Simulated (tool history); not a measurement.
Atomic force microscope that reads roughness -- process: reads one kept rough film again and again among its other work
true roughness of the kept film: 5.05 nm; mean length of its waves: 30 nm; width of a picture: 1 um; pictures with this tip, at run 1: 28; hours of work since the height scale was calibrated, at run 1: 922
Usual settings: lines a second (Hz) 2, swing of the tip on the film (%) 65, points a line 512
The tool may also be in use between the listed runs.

run	hour	lines a second (Hz)	swing of the tip on the film (%)	points a line	pictures with this tip	hours of work since the height scale was calibrated	roughness of the kept film (nm (root mean square))
1	0	2	65	512	28	922	3.697
2	58.5	2	88	512	82	946	3.007
3	109.2	2	88	512	129	966	2.822
4	160.8	0.63	88	512	177	987	3.025
5	224.3	2	65	512	235	1013	2.792
6	293.5	2	65	512	300	1041	2.638
# hour 299.5: new tip fitted
7	339.3	2.67	65	512	37	1060	3.544
8	406.7	2	65	512	99	1087	3.329
9	438.9	0.74	65	512	129	1100	3.343
10	483.4	0.74	65	512	170	1118	3.173
11	550.5	0.74	82	720	232	1146	2.853
12	594.5	3.38	56	416	273	1164	2.738
# hour 629: new tip fitted
13	664.7	3.38	88	517	33	1192	2.839
14	716.1	3.05	88	441	81	1213	2.706
15	761.6	3.92	58	555	123	1231	3.166
16	799.6	1.22	71	481	158	1247	3.062

For run 17, what comes out?
17	854.4	1.22	71	481	209	1269	?

roughness of the kept film (nm (root mean square)): 2.912
Without the tool's hidden state the same run would have given roughness of the kept film (nm (root mean square)) 3.866.
